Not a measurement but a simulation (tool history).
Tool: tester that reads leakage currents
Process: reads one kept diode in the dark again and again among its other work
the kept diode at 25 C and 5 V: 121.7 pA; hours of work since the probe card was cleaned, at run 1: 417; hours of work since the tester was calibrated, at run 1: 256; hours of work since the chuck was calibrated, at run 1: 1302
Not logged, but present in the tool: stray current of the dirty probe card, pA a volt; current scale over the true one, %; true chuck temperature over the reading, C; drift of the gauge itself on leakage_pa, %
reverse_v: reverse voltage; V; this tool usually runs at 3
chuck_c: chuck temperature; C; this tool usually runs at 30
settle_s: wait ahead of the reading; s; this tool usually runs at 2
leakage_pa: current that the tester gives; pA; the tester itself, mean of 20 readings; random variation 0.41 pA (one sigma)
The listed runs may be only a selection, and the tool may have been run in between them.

| run | hour | reverse_v | chuck_c | settle_s | hours of work since the probe card was cleaned | hours of work since the tester was calibrated | hours of work since the chuck was calibrated | leakage_pa |
|---|---|---|---|---|---|---|---|---|
| 1 | 0 | 3 | 30 | 2 | 417 | 256 | 1302 | 136.91 |
| 2 | 78.7 | 3 | 30 | 2 | 452 | 291 | 1338 | 136.48 |
|  | 85.3 | chuck's temperature calibrated |
| 3 | 147.7 | 3 | 30 | 2 | 482 | 321 | 28 | 136.31 |
| 4 | 215.7 | 3 | 30 | 0.59 | 513 | 352 | 59 | 138.07 |
| 5 | 269.1 | 3 | 30 | 0.59 | 537 | 376 | 82 | 137.6 |
| 6 | 318.3 | 3 | 51 | 2 | 559 | 398 | 105 | 633.48 |
| 7 | 379.7 | 3 | 30 | 2 | 586 | 425 | 132 | 136.37 |
| 8 | 420 | 1.28 | 30 | 2 | 604 | 444 | 150 | 84.97 |
| 9 | 458.3 | 2.11 | 41 | 2 | 621 | 461 | 167 | 258.1 |
| 10 | 535.3 | 2.11 | 41 | 2 | 656 | 495 | 202 | 255.98 |
| 11 | 597.9 | 9.59 | 24 | 9.09 | 684 | 523 | 230 | 162.58 |
| 12 | 677.8 | 4.85 | 30 | 6.46 | 720 | 559 | 266 | 178.04 |
| 13 | 717.6 | 3 | 37 | 0.46 | 738 | 577 | 284 | 233.72 |
| 14 | 799.5 | 3 | 37 | 0.46 | 775 | 614 | 321 | 234.59 |
| 15 | 837.4 | 1.6 | 38 | 8.01 | 792 | 631 | 338 | 176.24 |
| 16 | 878.1 | 15.6 | 26 | 2 | 810 | 649 | 356 | 250.43 |

Each row is a separate what-if for the run after 16, all from the same tool condition, not one after another. Results?
| A | 938.6 | 3 | 24 | 0.41 | 837 | 676 | 383 | ? |
| B | 938.6 | 3.15 | 26 | 2 | 837 | 676 | 383 | ? |
| C | 938.6 | 13.25 | 26 | 2 | 837 | 676 | 383 | ? |

| run | leakage_pa |
|---|---|
| A | 85.97 |
| B | 102.51 |
| C | 227.77 |
With the hidden condition removed and each run's random variation left untouched, the same runs would have given:
| run | leakage_pa |
|---|---|
| A | 85.9 |
| B | 102.43 |
| C | 227.5 |
